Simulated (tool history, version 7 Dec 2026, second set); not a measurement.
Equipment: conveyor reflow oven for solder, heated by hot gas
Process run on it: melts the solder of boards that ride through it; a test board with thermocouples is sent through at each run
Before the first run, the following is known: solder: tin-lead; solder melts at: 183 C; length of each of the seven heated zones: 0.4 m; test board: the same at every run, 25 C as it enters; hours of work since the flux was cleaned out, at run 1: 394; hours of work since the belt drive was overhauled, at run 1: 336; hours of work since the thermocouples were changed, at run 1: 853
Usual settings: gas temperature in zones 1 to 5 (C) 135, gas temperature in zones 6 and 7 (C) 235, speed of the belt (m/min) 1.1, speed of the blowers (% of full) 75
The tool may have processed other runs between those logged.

run    hour  gas temperature in zones 1 to 5 (C)  gas temperature in zones 6 and 7 (C)  speed of the belt (m/min)  speed of the blowers (% of full)  hours of work since the flux was cleaned out  hours of work since the belt drive was overhauled  hours of work since the thermocouples were changed  highest temperature of the board (C)  time above the solder's melting point (s)
  1       0                                  135                                   235                        1.1                                75                                           394                                                336                                                 853                                 214.7                                       30.4
  2      39                                  135                                   242                        1.1                                75                                           415                                                357                                                 874                                 220.2                                      33.12
  3    83.8                                  135                                   242                        1.1                                75                                           439                                                382                                                 898                                 220.5                                      32.97
  4   159.2                                  135                                   242                        1.1                                75                                           480                                                423                                                 939                                 220.4                                      33.06
      170.1  -- flux residue cleaned out of gas plates and filters
  5   203.9                                  135                                   242                        1.1                                75                                            18                                                444                                                 961                                 220.3                                      32.97
  6   246.7                                  135                                   242                        1.1                                75                                            41                                                467                                                 984                                 220.5                                      33.08
  7   285.1                                  135                                   235                        1.1                                64                                            62                                                488                                                1005                                 211.2                                       28.4
  8   338.2                                  135                                   244                        1.1                                75                                            91                                                517                                                1033                                 222.4                                      33.79
      362.8  -- thermocouples of zones 6 and 7 changed
  9   406.6                                  135                                   244                        1.1                                75                                           127                                                553                                                  24                                 222.4                                      33.77
 10   466.2                                  135                                   235                        1.1                                75                                           159                                                585                                                  56                                 214.7                                      30.49
 11   513.6                                  135                                   235                        1.1                                75                                           185                                                611                                                  82                                   215                                      30.62
 12   591.6                                  135                                   230                        1.1                                75                                           227                                                653                                                 124                                 210.9                                      28.43
 13   625.9                                  135                                   235                        1.1                                75                                           246                                                672                                                 143                                 214.4                                      30.52
 14     694                                  135                                   235                        1.1                                75                                           283                                                709                                                 179                                 214.3                                      30.54
 15   749.1                                  135                                   232                       0.99                                54                                           313                                                738                                                 209                                 208.9                                      30.12
 16   812.2                                  123                                   225                       1.32                                80                                           347                                                772                                                 243                                 198.6                                      14.91
 17   857.8                                  130                                   231                       1.03                                80                                           371                                                797                                                 268                                 214.1                                      31.86
 18   916.2                                  130                                   231                       1.03                                80                                           403                                                829                                                 300                                 213.7                                      31.73
 19     950                                  130                                   231                       1.03                                80                                           421                                                847                                                 318                                 213.7                                      31.71
 20  1016.1                                  130                                   231                       1.03                                80                                           457                                                883                                                 354                                 213.9                                       31.5

Predict the results of run 21:
     1072.7  -- flux residue cleaned out of gas plates and filters
 21  1092.9                                  130                                   231                       1.03                                80                                            11                                                922                                                 393                                     ?                                          ?

{"run 21": {"highest temperature of the board (C)": 214.2, "time above the solder's melting point (s)": 31.68}}
On a tool with no hidden condition, and with the same random variation, this run would have come out at highest temperature of the board (C) 214.2, time above the solder's melting point (s) 31.66.
